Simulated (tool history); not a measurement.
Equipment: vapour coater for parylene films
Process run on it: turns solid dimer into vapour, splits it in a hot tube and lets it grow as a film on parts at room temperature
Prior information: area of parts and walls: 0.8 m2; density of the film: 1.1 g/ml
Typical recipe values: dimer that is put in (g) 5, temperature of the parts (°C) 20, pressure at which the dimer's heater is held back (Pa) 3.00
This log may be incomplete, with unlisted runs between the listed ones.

run	hour	dimer that is put in (g)	temperature of the parts (°C)	pressure at which the dimer's heater is held back (Pa)	thickness of the film (um)
1	0.0	5	20	3.00	4.17
2	40.0	5	20	3.00	4.18
3	83.2	3	20	3.00	2.44
4	136.6	5	20	6.87	3.62
5	170.2	5	20	6.87	3.56
6	218.5	5	20	3.00	3.97
7	252.9	5	20	3.00	4.00
8	289.0	5	20	3.00	3.95
9	328.7	5	20	3.00	3.92
10	350.7	5	13	3.00	5.11
11	374.8	5	20	3.00	3.94
12	424.7	5	25	3.00	3.13
13	469.3	5	25	3.00	3.14
# hour 489.1: trap's valve overhauled
14	522.8	5	25	3.00	3.56
15	556.6	6	20	3.00	5.12
16	587.4	5	18	2.79	4.63
17	629.4	2	16	6.52	1.78
18	659.3	2	16	6.52	1.74
19	684.4	3	31	8.52	1.43
20	716.4	7	20	3.00	5.80
21	754.9	4	14	3.00	4.16
22	792.0	7	19	2.82	5.97
23	830.2	6	20	2.53	4.94
24	874.8	3	13	7.01	2.83
25	905.1	3	13	7.01	2.77
# hour 932.7: table's thermometer calibrated
26	960.5	5	24	7.01	3.09

Here are 3 independent what-if runs from the current tool condition. What would each one return?
A	987.0	9	18	7.01	?
B	987.0	2	32	9.46	?
C	987.0	5	20	7.14	?

run	thickness of the film (um)
A	7.08
B	0.90
C	3.59
The same runs, with their run-to-run variation unchanged, on a tool lacking any hidden condition would have given:
run	thickness of the film (um)
A	7.65
B	0.97
C	3.88
